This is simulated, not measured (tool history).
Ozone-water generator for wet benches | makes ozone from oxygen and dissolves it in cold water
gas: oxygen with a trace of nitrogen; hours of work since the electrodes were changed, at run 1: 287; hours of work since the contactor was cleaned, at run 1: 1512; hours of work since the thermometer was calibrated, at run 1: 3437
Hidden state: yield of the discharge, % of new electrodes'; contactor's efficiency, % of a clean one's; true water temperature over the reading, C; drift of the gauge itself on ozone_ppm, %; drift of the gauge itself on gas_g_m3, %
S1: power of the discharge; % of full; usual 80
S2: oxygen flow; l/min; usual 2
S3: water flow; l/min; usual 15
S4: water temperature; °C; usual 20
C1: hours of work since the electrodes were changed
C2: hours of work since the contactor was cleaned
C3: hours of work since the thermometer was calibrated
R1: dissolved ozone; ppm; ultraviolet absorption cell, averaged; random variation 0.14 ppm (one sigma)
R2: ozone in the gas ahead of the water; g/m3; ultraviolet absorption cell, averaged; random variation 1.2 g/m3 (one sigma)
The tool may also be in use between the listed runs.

Run 1, hour 0: usual settings; C1 287; C2 1512; C3 3437. Result: R1 15 ppm, R2 215.2 g/m3.
Run 2, hour 45.8: usual settings; C1 332; C2 1557; C3 3482. Result: R1 15.2 ppm, R2 216.2 g/m3.
Run 3, hour 100.7: usual settings but S2 1.93 l/min; C1 386; C2 1611; C3 3536. Result: R1 14.9 ppm, R2 220.5 g/m3.
Run 4, hour 134.1: usual settings but S2 1.93 l/min; C1 419; C2 1644; C3 3568. Result: R1 14.9 ppm, R2 219.1 g/m3.
Run 5, hour 166.8: usual settings but S2 1.93 l/min; C1 451; C2 1676; C3 3601. Result: R1 15 ppm, R2 218.6 g/m3.
Run 6, hour 229.1: usual settings but S2 1.03 l/min; C1 512; C2 1737; C3 3662. Result: R1 12.4 ppm, R2 294.8 g/m3.
Run 7, hour 263: usual settings but S2 1.03 l/min; C1 546; C2 1771; C3 3695. Result: R1 12.4 ppm, R2 293.2 g/m3.
Run 8, hour 315.4: usual settings but S2 1.03 l/min, S3 10 l/min; C1 597; C2 1822; C3 3747. Result: R1 19.2 ppm, R2 292.9 g/m3.
Run 9, hour 369.2: usual settings; C1 650; C2 1875; C3 3799. Result: R1 14.8 ppm, R2 214 g/m3.
Run 10, hour 403: usual settings; C1 683; C2 1908; C3 3833. Result: R1 14.9 ppm, R2 214.4 g/m3.
Run 11, hour 465.2: usual settings but S1 55 % of full; C1 745; C2 1969; C3 3894. Result: R1 11 ppm, R2 163.6 g/m3.
Run 12, hour 515.1: usual settings but S1 55 % of full; C1 794; C2 2018; C3 3943. Result: R1 11.4 ppm, R2 163.7 g/m3.
Run 13, hour 578.4: usual settings; C1 856; C2 2080; C3 4005. Result: R1 14.6 ppm, R2 214.7 g/m3.
Run 14, hour 606.5: usual settings; C1 883; C2 2108; C3 4033. Result: R1 14.8 ppm, R2 216.3 g/m3.
Run 15, hour 636.6: usual settings but S1 85 % of full; C1 913; C2 2138; C3 4062. Result: R1 15.4 ppm, R2 222.1 g/m3.
Run 16, hour 700.5: usual settings but S3 21 l/min; C1 976; C2 2200; C3 4125. Result: R1 10.2 ppm, R2 214.9 g/m3.
Run 17, hour 749.8: usual settings but S3 21 l/min; C1 1024; C2 2249; C3 4173. Result: R1 10.3 ppm, R2 216 g/m3.
Run 18, hour 799.9: usual settings but S2 2.52 l/min, S3 23 l/min; C1 1073; C2 2298; C3 4223. Result: R1 9.6 ppm, R2 191.7 g/m3.
Run 19, hour 835.7: usual settings but S2 2.52 l/min, S3 23 l/min; C1 1109; C2 2333; C3 4258. Result: R1 9.6 ppm, R2 190.7 g/m3.
Run 20, hour 886: usual settings but S1 64 % of full, S2 2.52 l/min, S3 23 l/min, S4 16 °C; C1 1158; C2 2383; C3 4307. Result: R1 8.5 ppm, R2 164.1 g/m3.
Run 21, hour 929.1: usual settings but S1 64 % of full, S2 2.52 l/min, S3 23 l/min, S4 16 °C; C1 1200; C2 2425; C3 4350. Result: R1 8.6 ppm, R2 163.5 g/m3.
Run 22, hour 974.3: usual settings but S1 45 % of full, S2 1.1 l/min, S3 23 l/min, S4 16 °C; C1 1245; C2 2470; C3 4394. Result: R1 5 ppm, R2 186.5 g/m3.
Run 23, hour 1020.7: usual settings but S1 65 % of full, S2 1.81 l/min, S3 22 l/min, S4 23 °C; C1 1290; C2 2515; C3 4440. Result: R1 7.9 ppm, R2 193 g/m3.
Run 24, hour 1056.2: usual settings but S1 65 % of full, S2 1.87 l/min, S3 11 l/min, S4 23 °C; C1 1325; C2 2550; C3 4475. Result: R1 16.2 ppm, R2 190.3 g/m3.
Run 25, hour 1089.5: usual settings but S1 65 % of full, S2 1.87 l/min, S3 11 l/min, S4 23 °C; C1 1358; C2 2583; C3 4507. Result: R1 16.2 ppm, R2 190.8 g/m3.
Run 26, hour 1150.6: usual settings but S1 65 % of full, S2 1.87 l/min, S3 11 l/min, S4 23 °C; C1 1418; C2 2643; C3 4567. Result: R1 16.4 ppm, R2 189.7 g/m3.
Run 27, hour 1182.5: usual settings but S2 2.74 l/min, S4 17 °C; C1 1450; C2 2674; C3 4599. Result: R1 16.1 ppm, R2 180.6 g/m3.
Run 28, hour 1244.4: usual settings but S1 43 % of full, S2 3.54 l/min, S3 23 l/min, S4 23 °C; C1 1510; C2 2735; C3 4660. Result: R1 6.4 ppm, R2 103.3 g/m3.
Run 29, hour 1287.9: usual settings but S4 14 °C; C1 1553; C2 2778; C3 4702. Result: R1 15.6 ppm, R2 214.1 g/m3.
Run 30, hour 1341.8: usual settings but S3 22 l/min; C1 1606; C2 2831; C3 4755. Result: R1 9.6 ppm, R2 212.2 g/m3.
Run 31, hour 1381.7: usual settings but S2 1.03 l/min, S4 27 °C; C1 1645; C2 2870; C3 4794. Result: R1 11.3 ppm, R2 290.2 g/m3.
Run 32, hour 1418.1: usual settings but S1 51 % of full, S2 1.3 l/min; C1 1681; C2 2906; C3 4830. Result: R1 9.4 ppm, R2 187.8 g/m3.
Run 33, hour 1477.8: usual settings but S2 1.53 l/min, S4 24 °C; C1 1740; C2 2964; C3 4889. Result: R1 13.1 ppm, R2 241.4 g/m3.
Run 34, hour 1543.6: usual settings but S3 23 l/min, S4 13 °C; C1 1804; C2 3029; C3 4954. Result: R1 9.3 ppm, R2 211.7 g/m3.

3 ways to go on from here, each from the tool as it stands after run 34. What would each give?
Run A, hour 1604: usual settings but S4 18 °C; C1 1864; C2 3089; C3 5013. Result: R1 ?, R2 ?.
Run B, hour 1604: usual settings but S1 43 % of full, S2 3.29 l/min, S4 24 °C; C1 1864; C2 3089; C3 5013. Result: R1 ?, R2 ?.
Run C, hour 1604: usual settings but S1 71 % of full, S3 11 l/min; C1 1864; C2 3089; C3 5013. Result: R1 ?, R2 ?.

run    R1     R2
  A  14.9  211.3
  B   9.4  108.3
  C  17.9  193.8
Without the tool's hidden state the same runs would have given:
run    R1     R2
  A  15.6  217.4
  B   9.8  110.1
  C  18.7    199

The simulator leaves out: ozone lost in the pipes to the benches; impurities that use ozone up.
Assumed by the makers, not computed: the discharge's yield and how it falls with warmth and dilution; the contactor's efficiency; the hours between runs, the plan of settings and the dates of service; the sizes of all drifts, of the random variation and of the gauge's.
